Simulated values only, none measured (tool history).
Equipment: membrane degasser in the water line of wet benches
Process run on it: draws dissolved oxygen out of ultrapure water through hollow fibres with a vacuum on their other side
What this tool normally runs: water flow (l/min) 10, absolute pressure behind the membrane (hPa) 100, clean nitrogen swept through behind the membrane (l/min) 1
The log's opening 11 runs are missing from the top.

run	hour	water flow (l/min)	absolute pressure behind the membrane (hPa)	clean nitrogen swept through behind the membrane (l/min)	hours since the membrane was changed	hours since the vacuum gauge was calibrated	hours since the vacuum lines were made tight	dissolved oxygen in the water behind the degasser (ppb)	pressure that the water loses in the fibres (hPa)
12	2304.4	8	100	0.73	8518	471	7555	189.9	359
13	2568.4	9	100	0.73	8782	735	7819	213.9	407.8
14	2803	9	100	0.73	9016	969	8054	211.9	409.6
15	2985.3	10	91	1	9199	1152	8236	164.1	451.1
16	3234.7	10	91	1.3	9448	1401	8486	133.7	450.8
17	3431.2	6	130	1	9645	1597	8682	154.5	269.4
18	3703.2	6	130	0.71	9917	1870	8954	214.1	269.9
19	3830.1	8	132	0.57	10044	1996	9081	339.1	362.7
20	4111.2	11	179	0.42	10325	2277	9362	810	499.5
# hour 4239.7: seals of the vacuum lines changed
21	4393.5	15	100	1	10605	2558	154	278.7	681.3
22	4557.8	15	100	1	10769	2722	318	278.6	679.6
23	4777.6	15	100	1	10989	2942	538	276.2	678.9
24	5030	10	118	1	11241	3194	790	223.9	454.8
25	5196.3	10	118	1	11408	3361	957	223.3	455.2
# hour 5284.7: vacuum gauge calibrated
26	5474.8	14	139	1	11686	190	1235	374.9	640.4
27	5732.1	14	139	1	11943	447	1492	373.3	641.4
28	5980.1	9	171	0.51	12191	695	1740	535.8	410.6
29	6208.6	9	64	0.94	12420	924	1968	91.2	412.5
30	6332	10	100	0.79	12543	1047	2092	221	459.1
31	6524.6	8	80	1	12736	1240	2284	109.3	361.4

Here are 3 independent what-if runs from the current tool condition. What would each one return?
A	6761.1	10	143	1	12972	1476	2521	?	?
B	6761.1	12	89	1.42	12972	1476	2521	?	?
C	6761.1	13	99	0.7	12972	1476	2521	?	?

run	dissolved oxygen in the water behind the degasser (ppb)	pressure that the water loses in the fibres (hPa)
A	278.6	456.9
B	148.9	550.3
C	313.4	593.8
Without the tool's hidden state the same runs would have given:
run	dissolved oxygen in the water behind the degasser (ppb)	pressure that the water loses in the fibres (hPa)
A	269.4	433.3
B	138.2	521.9
C	299.7	563.2
